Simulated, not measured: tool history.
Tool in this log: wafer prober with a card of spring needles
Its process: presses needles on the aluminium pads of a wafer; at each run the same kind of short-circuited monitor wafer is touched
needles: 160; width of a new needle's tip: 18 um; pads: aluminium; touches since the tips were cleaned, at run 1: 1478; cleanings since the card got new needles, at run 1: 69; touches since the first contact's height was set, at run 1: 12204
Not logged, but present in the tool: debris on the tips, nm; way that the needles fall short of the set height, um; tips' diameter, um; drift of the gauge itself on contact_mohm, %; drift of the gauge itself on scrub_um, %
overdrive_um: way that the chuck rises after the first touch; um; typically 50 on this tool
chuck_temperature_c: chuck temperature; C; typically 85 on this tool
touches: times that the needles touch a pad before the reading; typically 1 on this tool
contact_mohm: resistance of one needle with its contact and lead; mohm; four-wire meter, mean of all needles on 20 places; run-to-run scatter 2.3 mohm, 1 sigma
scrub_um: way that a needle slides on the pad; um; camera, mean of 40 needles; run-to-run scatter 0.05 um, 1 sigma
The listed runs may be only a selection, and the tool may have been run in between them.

run,hour,overdrive_um,chuck_temperature_c,touches,touches since the tips were cleaned,cleanings since the card got new needles,touches since the first contact's height was set,contact_mohm,scrub_um
1,0,50,85,1,1478,69,12204,256,12.48
# hour 8.5: tips cleaned on abrasive film
# hour 22.4: tips cleaned on abrasive film
2,25.8,50,85,1,919,71,19108,255,12.58
# hour 35.9: tips cleaned on abrasive film
# hour 51.3: tips cleaned on abrasive film
3,54.5,50,85,1,881,73,26824,255,12.56
# hour 65.3: tips cleaned on abrasive film
4,76.3,59,85,1,2970,74,32675,251,14.84
# hour 78.7: tips cleaned on abrasive film
5,89.9,59,85,1,3028,75,36325,252,14.77
# hour 93.7: tips cleaned on abrasive film
# hour 108.7: tips cleaned on abrasive film
6,114.9,59,85,1,1679,77,43035,250,14.82
# hour 123.4: tips cleaned on abrasive film
# hour 139: tips cleaned on abrasive film
7,142.9,50,85,1,1045,79,50520,259,12.58
# hour 153.1: tips cleaned on abrasive film
8,164.8,62,85,1,3151,80,56420,249,15.69
# hour 166.5: tips cleaned on abrasive film
# hour 180.2: tips cleaned on abrasive film
9,189.9,62,85,1,2605,82,63140,252,15.66
# hour 194: tips cleaned on abrasive film
# hour 208.6: tips cleaned on abrasive film
10,215.4,62,85,1,1859,84,69985,248,15.67
# hour 223.6: tips cleaned on abrasive film
# hour 237.3: tips cleaned on abrasive film
11,237.3,62,85,1,0,86,75847,246,15.71
# hour 251.6: tips cleaned on abrasive film
12,254.6,62,85,1,799,87,80483,248,15.64
# hour 265.7: tips cleaned on abrasive film
# hour 280.2: tips cleaned on abrasive film
13,280.2,62,85,1,0,89,87344,248,15.63
# hour 294.3: tips cleaned on abrasive film
# hour 307.7: tips cleaned on abrasive film
14,307.7,50,45,1,0,91,94729,246,12.73
# hour 321.7: tips cleaned on abrasive film
15,324.6,50,85,1,798,92,99263,256,12.73
# hour 335.2: tips cleaned on abrasive film
16,345.3,50,85,2,2728,93,104808,257,12.61
# hour 348.9: tips cleaned on abrasive film
# hour 362.5: tips cleaned on abrasive film
17,362.5,50,85,2,0,95,109421,252,12.59
# hour 376.1: tips cleaned on abrasive film
18,381.6,50,32,2,1494,96,114538,234,12.82
# hour 389.4: tips cleaned on abrasive film
# hour 404.1: tips cleaned on abrasive film
19,409.9,50,32,2,1567,98,122119,240,12.72
# hour 418.9: tips cleaned on abrasive film
# hour 432.3: tips cleaned on abrasive film
20,432.4,66,29,1,47,100,128163,230,16.82
# hour 446.3: tips cleaned on abrasive film
21,452,47,35,3,1546,101,133429,241,11.98
# hour 461.4: tips cleaned on abrasive film
22,473.7,47,35,3,3337,102,139266,242,12.01
# hour 475.1: tips cleaned on abrasive film
# hour 481.4: height of the first contact set anew
# hour 490.5: tips cleaned on abrasive film
23,500.5,50,85,1,2692,104,5124,257,12.78
# hour 504.7: tips cleaned on abrasive film
24,513.6,50,25,2,2395,105,8641,238,12.76
# hour 519: tips cleaned on abrasive film
# hour 530.7: gauge calibrated
# hour 533.4: tips cleaned on abrasive film
25,535.7,50,84,2,627,107,14569,256,12.51
# hour 548.8: tips cleaned on abrasive film
26,554.9,50,54,2,1652,108,19732,250,12.56
# hour 564.3: tips cleaned on abrasive film
27,569.7,34,95,1,1454,109,23689,271,8.53
# hour 577.7: tips cleaned on abrasive film
# hour 591.2: tips cleaned on abrasive film
28,598.3,34,95,1,1933,111,31372,269,8.5
# hour 604.6: tips cleaned on abrasive film
# hour 619.3: tips cleaned on abrasive film
29,619.3,34,95,1,0,113,36984,273,8.57

What if the next run were any one of these 5? Each begins from the tool's condition after run 29:
# hour 633.7: tips cleaned on abrasive film
# hour 647.3: tips cleaned on abrasive film
A,647.3,39,33,2,0,115,44486,?,?
# hour 633.7: tips cleaned on abrasive film
# hour 647.3: tips cleaned on abrasive film
B,647.3,50,37,1,0,115,44486,?,?
# hour 633.7: tips cleaned on abrasive film
# hour 647.3: tips cleaned on abrasive film
C,647.3,34,27,1,0,115,44486,?,?
# hour 633.7: tips cleaned on abrasive film
# hour 647.3: tips cleaned on abrasive film
D,647.3,54,95,1,0,115,44486,?,?
# hour 633.7: tips cleaned on abrasive film
# hour 647.3: tips cleaned on abrasive film
E,647.3,50,25,1,0,115,44486,?,?

run,contact_mohm,scrub_um
A,245,9.86
B,240,12.64
C,256,8.59
D,256,13.63
E,236,12.58
What these runs would have given with no unlogged condition in the tool:
run,contact_mohm,scrub_um
A,245,9.82
B,240,12.58
C,256,8.54
D,256,13.57
E,236,12.52
